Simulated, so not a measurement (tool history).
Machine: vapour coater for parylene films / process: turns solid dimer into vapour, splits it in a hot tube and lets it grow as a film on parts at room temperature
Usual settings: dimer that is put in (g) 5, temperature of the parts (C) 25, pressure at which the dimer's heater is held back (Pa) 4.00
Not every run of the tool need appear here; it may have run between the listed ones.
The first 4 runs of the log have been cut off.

run   hour  dimer that is put in (g)  temperature of the parts (C)  pressure at which the dimer's heater is held back (Pa)  thickness of the film (um)
  5   45.9                         9                            25                                                    4.00                        2.06
  6   62.5                         9                            25                                                    4.00                        2.04
  7   74.3                         9                            24                                                    4.00                        2.11
  8   88.7                         6                            25                                                    4.00                        1.37
  9   98.4                         5                            23                                                    4.00                        1.22
 10  109.4                         2                            23                                                    4.00                        0.48
 11  126.3                         2                            23                                                    4.00                        0.49
 12  136.0                         2                            23                                                    4.00                        0.48
 13  152.1                         3                            25                                                    4.00                        0.69
 14  159.1                         5                            25                                                    4.00                        1.13
 15  169.5                         5                            25                                                    4.00                        1.15
 16  176.5                         5                            18                                                    4.00                        1.42
 17  184.9                         6                            18                                                    2.06                        1.79
 18  196.8                         5                            34                                                    4.00                        0.85
 19  208.5                         5                            34                                                    4.00                        0.87
 20  221.1                         4                            34                                                    4.00                        0.69
 21  236.3                         4                            34                                                    4.00                        0.69
 22  243.3                         6                            24                                                    6.87                        1.36

Forecast run 23:
 23  253.3                         6                            25                                                    6.87                           ?

thickness of the film (um): 1.32
With no hidden state in the tool, this same run would have given thickness of the film (um) 1.32.
